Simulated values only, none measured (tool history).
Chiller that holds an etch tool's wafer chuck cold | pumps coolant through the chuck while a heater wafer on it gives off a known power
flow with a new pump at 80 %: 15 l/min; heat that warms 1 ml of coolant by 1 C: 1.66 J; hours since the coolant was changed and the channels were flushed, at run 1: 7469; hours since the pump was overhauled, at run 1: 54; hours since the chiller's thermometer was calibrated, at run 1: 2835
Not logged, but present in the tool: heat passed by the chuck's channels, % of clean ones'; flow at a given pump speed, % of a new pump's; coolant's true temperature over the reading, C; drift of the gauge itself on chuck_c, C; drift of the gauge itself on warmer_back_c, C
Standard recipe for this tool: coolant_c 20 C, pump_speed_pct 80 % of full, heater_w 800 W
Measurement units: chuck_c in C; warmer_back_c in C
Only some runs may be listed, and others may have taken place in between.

run,hour,coolant_c,pump_speed_pct,heater_w,hours since the coolant was changed and the channels were flushed,hours since the pump was overhauled,hours since the chiller's thermometer was calibrated,chuck_c,warmer_back_c
1,0,20,80,800,7469,54,2835,26.1,1.94
2,168.2,20,80,800,7637,222,3003,26.5,1.91
3,387.1,20,80,800,7856,441,3222,26.3,1.95
4,481,20,80,800,7950,535,3316,26.4,1.88
5,673.4,20,80,431,8143,727,3508,23.5,1.07
6,889.2,20,80,800,8358,943,3724,26.5,1.94
7,1059.2,20,80,800,8528,1113,3894,26.5,1.94
8,1268.5,20,80,800,8738,1323,4103,26.5,1.96
# hour 1296.1: coolant changed, channels flushed
9,1393.3,20,80,800,97,1441,4222,25.4,1.99
10,1538.9,20,80,800,243,1587,4368,25.8,1.96
# hour 1594.1: chiller's thermometer calibrated
11,1721.1,11,88,800,424,1768,127,15.9,1.72
12,1916.1,11,88,800,619,1963,322,16.1,1.8
13,2074.1,11,88,800,777,2121,480,16.1,1.73
14,2188.8,28,73,800,892,2236,595,33.6,2.19
15,2389.7,28,73,800,1093,2437,796,33.9,2.2
16,2510.8,24,65,821,1214,2558,917,30.4,2.62
17,2648.3,24,66,821,1351,2695,1054,30.3,2.58
18,2865.3,15,65,821,1568,2912,1271,21.5,2.58
19,2979.4,27,80,572,1682,3026,1385,31.1,1.44
20,3178.8,23,72,534,1882,3226,1585,27.1,1.57

Consider 5 possible next runs. They are alternatives, not a sequence: every one starts from the tool as it was left by run 20. What does each give?
A,3367,11,67,1029,2070,3414,1773,?,?
B,3367,16,72,534,2070,3414,1773,?,?
C,3367,13,69,584,2070,3414,1773,?,?
D,3367,19,72,534,2070,3414,1773,?,?
E,3367,23,61,534,2070,3414,1773,?,?

run,chuck_c,warmer_back_c
A,19.2,3.14
B,20.3,1.5
C,17.6,1.76
D,23.1,1.45
E,27.4,1.86
What these runs would have given with no unlogged condition in the tool:
run,chuck_c,warmer_back_c
A,18.8,3.01
B,20.1,1.43
C,17.3,1.69
D,22.8,1.39
E,27.2,1.78
